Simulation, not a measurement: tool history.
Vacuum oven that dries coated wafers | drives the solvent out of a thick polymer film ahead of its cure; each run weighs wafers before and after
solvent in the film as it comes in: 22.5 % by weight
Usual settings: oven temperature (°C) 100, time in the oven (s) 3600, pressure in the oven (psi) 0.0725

run,day,oven temperature (°C),time in the oven (s),pressure in the oven (psi),solvent left in the film (%)
1,0.000,100,3600,0.0725,0.97
2,1.388,100,3600,0.0725,0.94
3,3.317,100,3600,0.0725,0.97
4,4.642,100,3600,0.0550,0.87
# day 6.121: oven's thermocouples calibrated
5,6.371,100,3600,0.0550,0.93
6,8.338,100,3600,0.0550,0.96
7,10.150,100,3600,0.0550,0.98
8,11.075,100,3600,0.0550,0.97
9,12.671,100,3600,0.0550,0.94
10,14.212,100,3600,0.0550,0.93
11,15.179,100,3600,0.0725,1.04
12,16.588,100,3600,0.0725,1.01
13,17.600,100,3600,0.0725,1.03
14,18.683,100,3600,0.0725,1.05
15,19.988,100,5820,0.0725,0.47
16,21.858,91,5820,0.0725,1.45
17,22.979,100,3600,0.0725,1.03
18,24.758,100,3600,0.0725,1.01
19,26.050,100,3600,0.0725,1.03
20,27.371,100,3600,0.0725,1.00
21,28.600,100,3600,0.0725,1.01
22,30.233,100,3600,0.0725,0.97
# day 30.458: vacuum gauge cleaned of residue and calibrated
23,31.346,100,2100,0.0725,2.91
24,32.221,100,2100,0.0725,2.89
25,33.408,100,2100,0.0725,2.92
26,35.333,100,2100,0.0725,2.88
# day 35.804: vacuum gauge cleaned of residue and calibrated, once more
27,37.288,113,3420,0.0725,0.20
28,38.346,105,3600,0.0725,0.45
29,39.246,105,3600,0.0725,0.42
30,40.092,105,3600,0.0725,0.44
31,41.433,105,3600,0.0725,0.40
32,42.325,100,2280,0.0450,2.22
33,43.208,100,2280,0.0450,2.20
34,44.842,100,2400,0.2017,2.59
35,45.742,101,3720,0.1201,0.92
36,47.242,100,4620,0.0988,0.62
37,48.762,100,4620,0.0988,0.59
38,50.167,100,4620,0.0988,0.64
39,51.317,100,4620,0.0988,0.64
40,52.233,108,2640,0.0988,0.59
41,54.046,108,2640,0.0988,0.60
# day 55.454: oven's thermocouples calibrated
42,56.071,111,2280,0.0492,0.47
43,57.317,100,3600,0.0448,0.93

Hidden state or all else? Some run-to-run changes of solvent left in the film (%), split into what the settings, what came in and random variation would give without the hidden state, and what is left for the hidden state (with any gauge scatter that isn't in both results):
The hidden state here: true wafer temperature over the reading, C; true pressure over the reading, kPa; drift of the gauge itself on solvent_pct, %.
Run 4 -> 5: oven's thermocouples calibrated. solvent left in the film (%) +0.06: hidden state +0.10, all else -0.04.
Run 22 -> 23: time in the oven (s) 3600 -> 2100, vacuum gauge cleaned of residue and calibrated. solvent left in the film (%) +1.94: hidden state -0.09, all else +2.03.
Run 26 -> 27: oven temperature (°C) 100 -> 113, time in the oven (s) 2100 -> 3420, vacuum gauge cleaned of residue and calibrated, once more. solvent left in the film (%) -2.68: hidden state +0.10, all else -2.78.
Run 31 -> 32: oven temperature (°C) 105 -> 100, time in the oven (s) 3600 -> 2280, pressure in the oven (psi) 0.0725 -> 0.0450. solvent left in the film (%) +1.82: hidden state -0.20, all else +2.02.
Run 34 -> 35: oven temperature (°C) 100 -> 101, time in the oven (s) 2400 -> 3720, pressure in the oven (psi) 0.2017 -> 0.1201. solvent left in the film (%) -1.67: hidden state +0.15, all else -1.82.

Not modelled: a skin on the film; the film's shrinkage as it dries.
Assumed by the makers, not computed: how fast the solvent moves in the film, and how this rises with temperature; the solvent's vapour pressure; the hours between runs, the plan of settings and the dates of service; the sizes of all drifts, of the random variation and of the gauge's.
